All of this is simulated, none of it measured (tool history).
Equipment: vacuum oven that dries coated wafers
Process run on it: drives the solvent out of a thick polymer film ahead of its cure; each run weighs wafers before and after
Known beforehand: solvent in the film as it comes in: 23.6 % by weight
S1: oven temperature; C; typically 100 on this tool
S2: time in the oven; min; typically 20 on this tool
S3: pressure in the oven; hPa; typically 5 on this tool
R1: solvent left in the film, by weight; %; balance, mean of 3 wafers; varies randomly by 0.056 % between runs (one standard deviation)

run 1 day=0 | S1=100 S2=20 S3=5 | R1=3.6
run 2 day=0.746 | S1=100 S2=20 S3=5 | R1=3.63
run 3 day=1.146 | S1=100 S2=20 S3=5 | R1=3.65
run 4 day=2.15 | S1=100 S2=20 S3=18.4 | R1=3.17
run 5 day=3.033 | S1=100 S2=20 S3=18.4 | R1=3.2
run 6 day=3.425 | S1=100 S2=20 S3=4.15 | R1=2.62
run 7 day=4.304 | S1=100 S2=20 S3=4.15 | R1=2.57
run 8 day=5.079 | S1=106 S2=20 S3=4.15 | R1=1.38
run 9 day=5.8 | S1=100 S2=20 S3=5 | R1=2.64
run 10 day=6.208 | S1=100 S2=20 S3=5 | R1=2.71
run 11 day=7.1 | S1=87 S2=20 S3=5 | R1=7.36
run 12 day=7.558 | S1=87 S2=20 S3=5 | R1=7.23
run 13 day=8.254 | S1=100 S2=20 S3=5 | R1=2.75
run 14 day=8.671 | S1=100 S2=20 S3=5 | R1=2.68
run 15 day=9.267 | S1=86 S2=20 S3=5 | R1=7.78
run 16 day=10.158 | S1=86 S2=20 S3=5 | R1=7.72
run 17 day=10.875 | S1=100 S2=20 S3=3.1 | R1=2.65
run 18 day=11.575 | S1=100 S2=20 S3=3.1 | R1=2.66
run 19 day=11.962 | S1=100 S2=26 S3=4.05 | R1=1.66
run 20 day=12.412 | S1=100 S2=26 S3=4.05 | R1=1.52
run 21 day=13.304 | S1=87 S2=26 S3=4.42 | R1=5.57
run 22 day=14.029 | S1=100 S2=11 S3=6.58 | R1=6.69
run 23 day=14.883 | S1=113 S2=13 S3=8.35 | R1=1.72
run 24 day=15.442 | S1=100 S2=32 S3=5 | R1=1.05
run 25 day=15.912 | S1=100 S2=20 S3=5 | R1=2.8
run 26 day=16.821 | S1=100 S2=24 S3=2.52 | R1=1.9
run 27 day=17.592 | S1=100 S2=24 S3=16.71 | R1=2.42
run 28 day=18.012 | S1=100 S2=20 S3=6.17 | R1=2.82
run 29 day=18.533 | S1=85 S2=15 S3=2.66 | R1=10.31
run 30 day=19.008 | S1=115 S2=10 S3=3.53 | R1=2.23
run 31 day=19.717 | S1=115 S2=33 S3=9.3 | R1=0.38
run 32 day=20.625 | S1=87 S2=14 S3=2.89 | R1=9.78
run 33 day=21.292 | S1=90 S2=28 S3=2.89 | R1=3.95
run 34 day=22.217 | S1=90 S2=28 S3=7.4 | R1=4.07

Missing from the log above: 1 entry noted between runs. For each, name the pair of listed runs it sits between and say how the tool's hidden condition differs from the listed run just before to the listed run just after:
Logged between run 3 and run 4: oven's thermocouples calibrated (day 1.296)
  true wafer temperature over the reading, C: -3.15 -> -0.14; true pressure over the reading, kPa: 0.051 -> 0.053
  measured minus no-state result, R1: +0.96 -> +0.06 %

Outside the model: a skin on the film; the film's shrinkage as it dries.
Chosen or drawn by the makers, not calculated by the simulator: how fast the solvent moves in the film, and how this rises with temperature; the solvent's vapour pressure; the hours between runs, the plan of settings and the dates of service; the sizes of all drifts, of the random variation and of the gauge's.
